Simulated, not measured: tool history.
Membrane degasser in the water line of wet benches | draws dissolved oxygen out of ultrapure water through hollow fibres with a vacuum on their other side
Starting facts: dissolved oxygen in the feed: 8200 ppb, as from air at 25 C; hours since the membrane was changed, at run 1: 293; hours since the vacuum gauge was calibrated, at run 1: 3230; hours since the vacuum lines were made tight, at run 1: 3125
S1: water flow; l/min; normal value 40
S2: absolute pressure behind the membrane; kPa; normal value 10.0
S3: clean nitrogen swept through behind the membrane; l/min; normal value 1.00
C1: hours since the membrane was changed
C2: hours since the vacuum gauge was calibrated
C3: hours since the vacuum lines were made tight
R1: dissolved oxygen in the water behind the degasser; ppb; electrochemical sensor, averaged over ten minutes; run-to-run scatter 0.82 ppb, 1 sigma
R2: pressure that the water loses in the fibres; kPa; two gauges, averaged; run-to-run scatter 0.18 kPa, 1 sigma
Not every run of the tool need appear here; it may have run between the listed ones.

Run 1, hour 0.0: usual settings; C1 293; C2 3230; C3 3125. Result: R1 525.8 ppb, R2 33.44 kPa.
Run 2, hour 54.9: usual settings; C1 348; C2 3284; C3 3180. Result: R1 526.2 ppb, R2 33.23 kPa.
Run 3, hour 96.8: usual settings; C1 390; C2 3326; C3 3222. Result: R1 527.4 ppb, R2 33.21 kPa.
Run 4, hour 151.6: usual settings; C1 445; C2 3381; C3 3277. Result: R1 526.1 ppb, R2 33.24 kPa.
Run 5, hour 201.5: usual settings; C1 494; C2 3431; C3 3327. Result: R1 527.5 ppb, R2 33.34 kPa.
Run 6, hour 252.0: usual settings but S3 1.37 l/min; C1 545; C2 3482; C3 3377. Result: R1 412.3 ppb, R2 33.14 kPa.
Run 7, hour 283.6: usual settings but S3 0.51 l/min; C1 577; C2 3513; C3 3409. Result: R1 844.0 ppb, R2 33.12 kPa.
At hour 288.1: vacuum gauge calibrated.
Run 8, hour 309.4: usual settings but S3 0.51 l/min; C1 602; C2 21; C3 3434. Result: R1 846.2 ppb, R2 33.47 kPa.
Run 9, hour 359.6: usual settings but S3 0.51 l/min; C1 652; C2 72; C3 3484. Result: R1 846.3 ppb, R2 33.57 kPa.
At hour 416.5: vacuum gauge calibrated, once more.
Run 10, hour 417.7: usual settings but S3 0.51 l/min; C1 710; C2 1; C3 3542. Result: R1 830.5 ppb, R2 33.36 kPa.
Run 11, hour 472.8: usual settings; C1 765; C2 56; C3 3597. Result: R1 518.5 ppb, R2 33.26 kPa.
Run 12, hour 507.9: usual settings; C1 800; C2 91; C3 3632. Result: R1 519.0 ppb, R2 33.77 kPa.
Run 13, hour 532.5: usual settings; C1 824; C2 116; C3 3657. Result: R1 520.7 ppb, R2 33.62 kPa.
Run 14, hour 576.0: usual settings but S2 6.9 kPa, S3 0.62 l/min; C1 868; C2 160; C3 3700. Result: R1 410.4 ppb, R2 33.55 kPa.
Run 15, hour 623.8: usual settings but S2 6.1 kPa, S3 2.66 l/min; C1 916; C2 207; C3 3748. Result: R1 101.5 ppb, R2 33.74 kPa.
Run 16, hour 673.9: usual settings but S2 8.7 kPa; C1 966; C2 257; C3 3798. Result: R1 425.1 ppb, R2 33.23 kPa.
Run 17, hour 710.1: usual settings but S1 24 l/min, S2 8.7 kPa, S3 1.49 l/min; C1 1002; C2 294; C3 3834. Result: R1 199.4 ppb, R2 19.90 kPa.
Run 18, hour 753.9: usual settings but S2 7.9 kPa, S3 2.71 l/min; C1 1046; C2 337; C3 3878. Result: R1 159.4 ppb, R2 33.28 kPa.
Run 19, hour 809.0: usual settings but S2 7.9 kPa, S3 2.71 l/min; C1 1101; C2 393; C3 3933. Result: R1 159.4 ppb, R2 33.85 kPa.
Run 20, hour 845.7: usual settings but S2 7.9 kPa, S3 2.71 l/min; C1 1138; C2 429; C3 3970. Result: R1 159.4 ppb, R2 33.58 kPa.
Run 21, hour 880.7: usual settings but S1 26 l/min, S2 6.7 kPa, S3 2.69 l/min; C1 1173; C2 464; C3 4005. Result: R1 80.5 ppb, R2 21.78 kPa.

Hidden state at the last listed run before each entry between runs and at the first one after, where it differs:
Logged between run 7 and run 8: vacuum gauge calibrated (hour 288.1)
  true pressure behind the membrane over the reading, kPa: 0.09 -> 0.13; air that leaks in behind the membrane, l/min: 0.0103 -> 0.0104
  the result without the hidden state subtracted from the measured one, R1: +8.0 -> +12.3 ppb; R2: +0.14 -> +0.15 kPa
Logged between run 9 and run 10: vacuum gauge calibrated, once more (hour 416.5)
  true pressure behind the membrane over the reading, kPa: 0.13 -> -0.01; air that leaks in behind the membrane, l/min: 0.0105 -> 0.0107
  the result without the hidden state subtracted from the measured one, R1: +12.4 -> -3.4 ppb; R2: +0.16 -> +0.17 kPa

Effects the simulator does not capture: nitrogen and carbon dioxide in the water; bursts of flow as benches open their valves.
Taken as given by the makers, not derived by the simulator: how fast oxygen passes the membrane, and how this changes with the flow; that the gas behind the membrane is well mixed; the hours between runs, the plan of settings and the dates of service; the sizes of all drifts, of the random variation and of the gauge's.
